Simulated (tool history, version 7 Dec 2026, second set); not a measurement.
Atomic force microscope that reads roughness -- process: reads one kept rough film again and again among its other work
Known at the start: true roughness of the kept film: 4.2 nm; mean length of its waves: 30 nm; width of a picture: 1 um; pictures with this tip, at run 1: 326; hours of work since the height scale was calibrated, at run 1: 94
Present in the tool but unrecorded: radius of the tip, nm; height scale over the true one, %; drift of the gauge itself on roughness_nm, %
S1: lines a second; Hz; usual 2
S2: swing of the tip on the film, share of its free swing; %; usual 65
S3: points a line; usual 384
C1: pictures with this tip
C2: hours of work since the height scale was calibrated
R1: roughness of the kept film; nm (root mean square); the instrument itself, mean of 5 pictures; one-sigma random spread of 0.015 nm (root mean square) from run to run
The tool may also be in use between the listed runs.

run	hour	S1	S2	S3	C1	C2	R1
1	0	2	65	384	326	94	3.327
2	6.9	2	65	511	338	99	3.323
3	18.1	2	65	412	357	107	3.296
# hour 20.3: new tip fitted
4	28.9	2	65	412	15	114	3.581
5	35.5	2	65	412	27	119	3.562
6	44.7	2	65	412	43	125	3.564
7	55.9	2	65	412	63	133	3.528
8	64.9	2	65	384	78	139	3.515
9	76.4	1.28	75	665	98	147	3.503
10	83.6	1.28	75	665	111	152	3.481
11	94.4	1.63	73	384	130	160	3.405
12	106.7	1.63	73	384	151	168	3.405
13	114	1.63	73	384	164	173	3.38

Estimate the outcome of run 14 from the log above:
14	125.4	1.29	72	427	184	181	?

Run 14 produced R1 3.442 nm (root mean square).
On a tool with no hidden condition, and with the same random variation, this run would have come out at R1 3.618 nm (root mean square).
